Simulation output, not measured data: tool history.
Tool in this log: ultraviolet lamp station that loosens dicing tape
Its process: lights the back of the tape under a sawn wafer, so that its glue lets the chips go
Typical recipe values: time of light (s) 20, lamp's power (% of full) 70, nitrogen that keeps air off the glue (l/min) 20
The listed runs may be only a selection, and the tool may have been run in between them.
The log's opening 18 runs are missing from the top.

run,day,time of light (s),lamp's power (% of full),nitrogen that keeps air off the glue (l/min),force that peels the tape off (N),light that reached the tape (mJ/cm2)
# day 53.942: window cleaned of glue's vapour
19,54.104,20,70,20,1.258,300
20,57.088,20,70,9,2.103,291
21,60.167,20,70,9,2.261,280
22,62.242,20,70,18,1.636,274
23,64.571,21,94,12,1.212,370
24,66.533,16,70,10,3.032,212
25,68.862,16,70,10,3.050,195
26,72.767,20,74,36,1.206,243
# day 73.375: window cleaned of glue's vapour
27,76.304,20,74,36,0.907,295
28,78.604,30,70,20,0.725,406
29,81.600,11,98,20,2.295,199
# day 82.796: lamp changed
30,85.075,26,85,9,0.690,568
31,88.321,20,92,20,0.563,459
32,91.567,20,92,20,0.591,438
# day 92.796: window cleaned of glue's vapour
33,94.292,20,97,19,0.427,548
34,96.838,38,70,13,0.363,726
35,99.788,38,70,13,0.375,706
36,102.242,22,70,13,1.029,399
37,103.983,22,70,13,1.106,392
38,105.946,22,70,13,1.115,383

What does the tool deliver on the next run?
39,109.221,22,70,13,?,?

For run 39 the tool returned force that peels the tape off (N) 1.219, light that reached the tape (mJ/cm2) 360.
Had the tool carried no hidden state, the very same run would have given force that peels the tape off (N) 0.813, light that reached the tape (mJ/cm2) 451.
